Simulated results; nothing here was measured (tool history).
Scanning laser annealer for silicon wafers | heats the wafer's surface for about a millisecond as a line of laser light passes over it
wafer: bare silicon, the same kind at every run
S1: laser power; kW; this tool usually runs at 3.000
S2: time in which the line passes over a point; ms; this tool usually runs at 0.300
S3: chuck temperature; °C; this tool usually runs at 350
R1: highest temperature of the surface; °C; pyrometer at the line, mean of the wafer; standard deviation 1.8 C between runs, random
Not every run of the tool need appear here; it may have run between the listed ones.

Run 1, day 0.000: usual settings. Result: R1 1074 °C.
Run 2, day 1.579: usual settings but S1 3.133 kW. Result: R1 1116 °C.
Run 3, day 2.558: usual settings but S1 3.282 kW. Result: R1 1164 °C.
Run 4, day 4.004: usual settings but S1 3.282 kW. Result: R1 1161 °C.
Run 5, day 4.933: usual settings but S1 3.282 kW. Result: R1 1161 °C.
Run 6, day 6.800: usual settings but S1 2.811 kW. Result: R1 1021 °C.
Run 7, day 8.367: usual settings but S3 345 °C. Result: R1 1072 °C.
Run 8, day 10.179: usual settings. Result: R1 1072 °C.
Run 9, day 11.133: usual settings. Result: R1 1078 °C.
Run 10, day 12.312: usual settings. Result: R1 1075 °C.
Run 11, day 13.900: usual settings but S1 2.701 kW. Result: R1 990 °C.
Run 12, day 15.254: usual settings. Result: R1 1075 °C.
Run 13, day 16.467: usual settings. Result: R1 1075 °C.
Run 14, day 18.217: usual settings. Result: R1 1076 °C.
Run 15, day 19.679: usual settings. Result: R1 1077 °C.
Run 16, day 20.979: usual settings but S1 3.098 kW. Result: R1 1105 °C.
Run 17, day 22.450: usual settings but S1 3.098 kW. Result: R1 1107 °C.
Run 18, day 24.150: usual settings but S1 3.098 kW. Result: R1 1105 °C.
Run 19, day 25.842: usual settings but S1 3.098 kW. Result: R1 1104 °C.
Run 20, day 26.812: usual settings but S1 3.098 kW. Result: R1 1102 °C.
Run 21, day 28.483: usual settings but S2 0.241 ms, S3 342 °C. Result: R1 982 °C.
Run 22, day 29.662: usual settings but S1 2.673 kW, S2 0.263 ms. Result: R1 933 °C.
Run 23, day 30.525: usual settings but S2 0.354 ms. Result: R1 1149 °C.
Run 24, day 31.508: usual settings but S2 0.354 ms. Result: R1 1148 °C.
Run 25, day 32.862: usual settings but S2 0.354 ms. Result: R1 1151 °C.
Run 26, day 33.992: usual settings but S1 3.280 kW, S2 0.354 ms. Result: R1 1245 °C.
Run 27, day 34.846: usual settings but S1 3.191 kW, S3 365 °C. Result: R1 1149 °C.
Run 28, day 35.792: usual settings but S1 2.669 kW, S3 365 °C. Result: R1 996 °C.
Run 29, day 37.062: usual settings but S1 2.669 kW, S3 365 °C. Result: R1 994 °C.
Run 30, day 38.300: usual settings but S1 2.604 kW, S2 0.376 ms, S3 371 °C. Result: R1 1068 °C.
Run 31, day 39.712: usual settings but S1 2.885 kW. Result: R1 1043 °C.
Run 32, day 40.992: usual settings but S1 2.963 kW, S3 379 °C. Result: R1 1093 °C.
Run 33, day 42.900: usual settings but S3 323 °C. Result: R1 1050 °C.
Run 34, day 44.929: usual settings but S1 3.215 kW, S2 0.268 ms, S3 366 °C. Result: R1 1103 °C.
Run 35, day 46.008: usual settings but S1 3.215 kW, S2 0.268 ms, S3 366 °C. Result: R1 1102 °C.
Run 36, day 48.075: usual settings but S2 0.298 ms. Result: R1 1073 °C.
Run 37, day 49.046: usual settings but S2 0.298 ms. Result: R1 1068 °C.
Run 38, day 51.067: usual settings but S2 0.236 ms. Result: R1 978 °C.
Run 39, day 52.979: usual settings but S1 3.266 kW, S2 0.232 ms, S3 321 °C. Result: R1 1012 °C.
Run 40, day 54.746: usual settings but S1 3.266 kW, S2 0.232 ms, S3 321 °C. Result: R1 1010 °C.

Missing from the log above: 1 entry noted between runs. For each, name the pair of listed runs it sits between and say how the tool's hidden condition differs from the listed run just before to the listed run just after:
Between runs 16 and 17: window over the wafer cleaned (day 21.600)
  light that passes the window, % of a clean one's: 99.9 -> 99.99
